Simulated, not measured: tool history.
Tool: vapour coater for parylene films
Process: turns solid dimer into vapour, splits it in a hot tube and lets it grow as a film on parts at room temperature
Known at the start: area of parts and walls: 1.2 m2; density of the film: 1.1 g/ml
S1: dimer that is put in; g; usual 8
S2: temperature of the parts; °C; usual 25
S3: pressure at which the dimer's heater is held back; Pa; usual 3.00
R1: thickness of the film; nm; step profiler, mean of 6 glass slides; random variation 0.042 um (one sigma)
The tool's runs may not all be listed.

run   hour  S1  S2    S3    R1
  1    0.0   8  25  3.00  4140
  2   27.7   8  25  3.00  4120
  3   48.4   8  25  3.00  4130
  4   63.8   8  25  3.00  4150
  5   77.7   8  25  3.00  4120
  6  107.1   8  25  3.00  4090
  7  121.9   8  25  3.00  4090
  8  151.9   8  25  3.00  4030
     167.0  -- trap's valve overhauled
  9  183.5   8  25  3.00  4590
 10  211.9   8  25  3.00  4480
 11  232.2   8  25  3.00  4530
     235.2  -- table's thermometer calibrated
 12  254.5   8  24  3.00  4790
 13  268.8   4  31  3.00  1690
 14  296.9   4  31  3.00  1670
 15  316.7   6  27  8.07  2500

Run 16 comes next. What will it give?
 16  334.4   6  27  8.07   ?

R1: 2520 nm
Without the tool's hidden state the same run would have given R1 2620 nm.
